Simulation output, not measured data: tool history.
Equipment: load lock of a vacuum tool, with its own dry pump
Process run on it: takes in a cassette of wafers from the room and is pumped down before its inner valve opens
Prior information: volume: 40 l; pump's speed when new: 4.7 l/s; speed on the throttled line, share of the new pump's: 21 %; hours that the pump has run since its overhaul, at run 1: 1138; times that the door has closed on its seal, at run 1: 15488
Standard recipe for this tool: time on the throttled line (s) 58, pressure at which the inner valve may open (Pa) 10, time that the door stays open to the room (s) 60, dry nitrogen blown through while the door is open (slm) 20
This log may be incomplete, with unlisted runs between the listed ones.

run	hour	time on the throttled line (s)	pressure at which the inner valve may open (Pa)	time that the door stays open to the room (s)	dry nitrogen blown through while the door is open (slm)	hours that the pump has run since its overhaul	times that the door has closed on its seal	incoming humidity of the room's air, %	time from the closed door until the inner valve may open (s)	rise of the pressure with all valves shut (Pa/min)
1	0.0	58	10	60	20	1138	15488	44.7	127.3	0.118
2	199.0	58	10	60	20	1337	15856	43.5	126.2	0.124
3	611.5	63	10	60	20	1750	16618	44.4	132.0	0.135
4	980.1	63	10	60	20	2119	17299	46.0	131.3	0.134
5	1290.5	58	10	60	20	2429	17873	44.4	128.6	0.146
6	1496.5	58	10	43	20	2635	18254	47.6	128.9	0.144
7	1761.7	58	10	60	20	2900	18744	44.8	128.6	0.148
8	1991.9	58	10	137	20	3130	19169	48.4	130.6	0.170
9	2386.1	54	10	60	20	3525	19898	49.9	127.2	0.165
10	2595.7	58	10	60	20	3734	20285	47.1	131.3	0.167
11	3033.5	58	10	60	20	4172	21094	43.7	131.7	0.169
12	3277.4	58	10	60	20	4416	21545	42.8	133.4	0.175
13	3661.0	58	10	60	20	4799	22254	46.9	134.0	0.183
14	3904.2	58	10	60	20	5043	22703	44.9	132.4	0.193
15	4340.6	58	10	36	20	5479	23510	43.2	135.0	0.192
16	4634.4	83	10	60	20	5773	24053	47.7	154.0	0.208
17	4921.3	83	10	60	20	6060	24583	43.0	154.6	0.205
18	5248.5	83	10	60	20	6387	25188	46.3	156.6	0.212
19	5553.0	83	10	60	20	6691	25751	42.7	153.9	0.222
20	5832.0	83	10	60	20	6970	26266	47.4	156.5	0.231
21	6193.6	83	10	60	20	7332	26934	44.9	155.6	0.239
22	6531.8	35	10	217	21	7670	27559	43.5	122.7	0.260
23	6772.8	58	14	29	8	7911	28005	45.7	136.2	0.252
24	7049.7	38	12	60	20	8188	28516	45.1	124.0	0.250
25	7361.9	38	12	60	20	8500	29093	43.2	124.9	0.267
26	7727.4	110	7	60	23	8866	29769	46.3	184.2	0.277
27	7921.6	110	7	60	23	9060	30128	44.7	185.8	0.277
28	8319.6	110	7	60	23	9458	30863	44.0	185.5	0.285
29	8565.5	58	17	112	24	9704	31318	44.3	138.7	0.304
# hour 8858.5: dry pump taken out, an overhauled one fitted
30	8917.3	72	19	37	15	59	31957	50.4	132.5	0.298
31	9261.7	58	16	60	31	403	32593	44.8	121.1	0.298
32	9561.5	58	16	60	31	703	33147	45.8	123.2	0.303

For run 33, what comes out?
33	9980.1	58	16	60	31	1122	33921	46.9	?	?

Run 33 came out at time from the closed door until the inner valve may open (s) 123.4, rise of the pressure with all valves shut (Pa/min) 0.312.
If the tool had no hidden condition, the same run with the same run-to-run variation would have returned time from the closed door until the inner valve may open (s) 121.4, rise of the pressure with all valves shut (Pa/min) 0.021.
